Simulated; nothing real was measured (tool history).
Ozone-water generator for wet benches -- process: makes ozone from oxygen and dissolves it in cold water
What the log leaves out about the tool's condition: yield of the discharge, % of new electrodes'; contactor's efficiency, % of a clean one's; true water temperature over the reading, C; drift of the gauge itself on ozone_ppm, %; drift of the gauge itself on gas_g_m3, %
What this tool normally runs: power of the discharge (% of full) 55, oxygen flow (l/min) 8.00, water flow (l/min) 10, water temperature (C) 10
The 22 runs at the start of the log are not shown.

run      day  power of the discharge (% of full)  oxygen flow (l/min)  water flow (l/min)  water temperature (C)  hours of work since the electrodes were changed  hours of work since the contactor was cleaned  hours of work since the thermometer was calibrated  dissolved ozone (ppm)  ozone in the gas ahead of the water (g/m3)
 23  150.504                                  57                 7.43                  14                     10                                            10743                                           3242                                                1231                   19.9                                       146.7
 24  159.404                                  47                 6.56                  12                     12                                            10938                                           3437                                                1427                   18.6                                       133.9
 25  166.888                                  41                 6.56                  13                     15                                            11103                                           3602                                                1592                   15.3                                       123.5
 26  174.300                                  83                 4.51                  10                     10                                            11266                                           3765                                                1754                   33.5                                       249.7
 27  178.542                                  96                 4.51                   7                     10                                            11359                                           3858                                                1848                   46.5                                       278.1
 28  183.329                                  96                13.81                   7                     10                                            11464                                           3963                                                1953                   33.1                                       144.4
 29  190.379                                  55                 4.07                  11                     10                                            11619                                           4118                                                2108                   23.4                                       195.0
 30  197.283                                  55                 4.07                  11                     10                                            11771                                           4270                                                2260                   23.2                                       194.7
 31  202.892                                  55                 8.00                  15                     17                                            11894                                           4393                                                2383                   15.2                                       130.6
 32  208.279                                  55                 8.00                  15                     17                                            12012                                           4511                                                2501                   15.5                                       131.5
 33  216.475                                  55                 8.00                  15                     17                                            12193                                           4691                                                2681                   15.4                                       129.5

What if the next run were any one of these 4? Each begins from the tool's condition after run 33:
  A  220.808                                  94                11.69                  15                      9                                            12288                                           4787                                                2777                      ?                                           ?
  B  220.808                                  47                 5.93                  10                      5                                            12288                                           4787                                                2777                      ?                                           ?
  C  220.808                                  55                 4.29                  15                      5                                            12288                                           4787                                                2777                      ?                                           ?
  D  220.808                                  42                 4.96                  10                      6                                            12288                                           4787                                                2777                      ?                                           ?

run  dissolved ozone (ppm)  ozone in the gas ahead of the water (g/m3)
  A                   24.0                                       150.9
  B                   23.1                                       137.8
  C                   19.4                                       187.4
  D                   21.3                                       142.5
Stripped of hidden state, with their random variation kept, the same runs would have yielded:
run  dissolved ozone (ppm)  ozone in the gas ahead of the water (g/m3)
  A                   36.9                                       219.9
  B                   29.8                                       169.1
  C                   26.1                                       238.9
  D                   26.7                                       170.0
